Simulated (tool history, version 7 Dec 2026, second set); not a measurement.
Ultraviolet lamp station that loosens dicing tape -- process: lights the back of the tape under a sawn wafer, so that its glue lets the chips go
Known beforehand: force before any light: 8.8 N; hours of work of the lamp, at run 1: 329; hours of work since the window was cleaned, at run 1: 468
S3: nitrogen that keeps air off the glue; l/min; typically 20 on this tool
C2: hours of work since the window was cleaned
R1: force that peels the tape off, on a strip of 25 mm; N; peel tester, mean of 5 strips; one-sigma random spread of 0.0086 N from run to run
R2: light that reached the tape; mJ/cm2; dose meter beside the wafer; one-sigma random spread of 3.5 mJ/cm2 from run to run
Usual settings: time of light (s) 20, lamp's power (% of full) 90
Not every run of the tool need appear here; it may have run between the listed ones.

{"run": 1, "hour": 0.0, "time of light (s)": 20, "lamp's power (% of full)": 90, "S3": 20, "hours of work of the lamp": 329, "C2": 468, "R1": 0.35, "R2": 579}
{"run": 2, "hour": 14.8, "time of light (s)": 20, "lamp's power (% of full)": 90, "S3": 26, "hours of work of the lamp": 339, "C2": 479, "R1": 0.324, "R2": 577}
{"run": 3, "hour": 29.5, "time of light (s)": 22, "lamp's power (% of full)": 90, "S3": 26, "hours of work of the lamp": 349, "C2": 489, "R1": 0.293, "R2": 636}
{"run": 4, "hour": 44.3, "time of light (s)": 20, "lamp's power (% of full)": 90, "S3": 35, "hours of work of the lamp": 360, "C2": 499, "R1": 0.323, "R2": 582}
{"run": 5, "hour": 71.2, "time of light (s)": 20, "lamp's power (% of full)": 90, "S3": 35, "hours of work of the lamp": 378, "C2": 517, "R1": 0.312, "R2": 578}
{"hour": 78.4, "done": "window cleaned of glue's vapour"}
{"run": 6, "hour": 97.2, "time of light (s)": 20, "lamp's power (% of full)": 90, "S3": 35, "hours of work of the lamp": 395, "C2": 13, "R1": 0.312, "R2": 586}
{"run": 7, "hour": 121.1, "time of light (s)": 20, "lamp's power (% of full)": 90, "S3": 35, "hours of work of the lamp": 412, "C2": 29, "R1": 0.329, "R2": 572}
{"run": 8, "hour": 150.6, "time of light (s)": 20, "lamp's power (% of full)": 90, "S3": 35, "hours of work of the lamp": 432, "C2": 49, "R1": 0.313, "R2": 582}
{"run": 9, "hour": 169.3, "time of light (s)": 20, "lamp's power (% of full)": 90, "S3": 35, "hours of work of the lamp": 444, "C2": 62, "R1": 0.321, "R2": 573}
{"run": 10, "hour": 189.2, "time of light (s)": 21, "lamp's power (% of full)": 90, "S3": 6, "hours of work of the lamp": 458, "C2": 75, "R1": 0.476, "R2": 606}
{"run": 11, "hour": 212.2, "time of light (s)": 15, "lamp's power (% of full)": 72, "S3": 14, "hours of work of the lamp": 474, "C2": 91, "R1": 0.976, "R2": 350}
{"run": 12, "hour": 234.7, "time of light (s)": 33, "lamp's power (% of full)": 98, "S3": 15, "hours of work of the lamp": 489, "C2": 106, "R1": 0.247, "R2": 1036}
{"run": 13, "hour": 259.8, "time of light (s)": 17, "lamp's power (% of full)": 89, "S3": 20, "hours of work of the lamp": 506, "C2": 124, "R1": 0.459, "R2": 487}
{"run": 14, "hour": 285.8, "time of light (s)": 28, "lamp's power (% of full)": 82, "S3": 20, "hours of work of the lamp": 524, "C2": 141, "R1": 0.271, "R2": 732}
{"run": 15, "hour": 302.5, "time of light (s)": 28, "lamp's power (% of full)": 64, "S3": 27, "hours of work of the lamp": 535, "C2": 153, "R1": 0.328, "R2": 576}
{"run": 16, "hour": 322.6, "time of light (s)": 28, "lamp's power (% of full)": 64, "S3": 27, "hours of work of the lamp": 549, "C2": 166, "R1": 0.335, "R2": 576}
{"run": 17, "hour": 344.2, "time of light (s)": 34, "lamp's power (% of full)": 64, "S3": 27, "hours of work of the lamp": 563, "C2": 181, "R1": 0.27, "R2": 699}
{"run": 18, "hour": 365.9, "time of light (s)": 22, "lamp's power (% of full)": 72, "S3": 15, "hours of work of the lamp": 578, "C2": 196, "R1": 0.463, "R2": 507}

4 options for the next run, each taken on its own from the tool as it stands now. Forecast them:
{"run": "A", "hour": 395.3, "time of light (s)": 22, "lamp's power (% of full)": 94, "S3": 15, "hours of work of the lamp": 598, "C2": 216, "R1": "?", "R2": "?"}
{"run": "B", "hour": 395.3, "time of light (s)": 28, "lamp's power (% of full)": 74, "S3": 21, "hours of work of the lamp": 598, "C2": 216, "R1": "?", "R2": "?"}
{"run": "C", "hour": 395.3, "time of light (s)": 20, "lamp's power (% of full)": 81, "S3": 12, "hours of work of the lamp": 598, "C2": 216, "R1": "?", "R2": "?"}
{"run": "D", "hour": 395.3, "time of light (s)": 28, "lamp's power (% of full)": 83, "S3": 15, "hours of work of the lamp": 598, "C2": 216, "R1": "?", "R2": "?"}

run=A R1=0.317 R2=663
run=B R1=0.295 R2=662
run=C R1=0.480 R2=523
run=D R1=0.278 R2=751
Take away the tool's hidden state, keep each run's random variation, and the runs would have read:
run=A R1=0.316 R2=665
run=B R1=0.294 R2=664
run=C R1=0.477 R2=524
run=D R1=0.277 R2=753
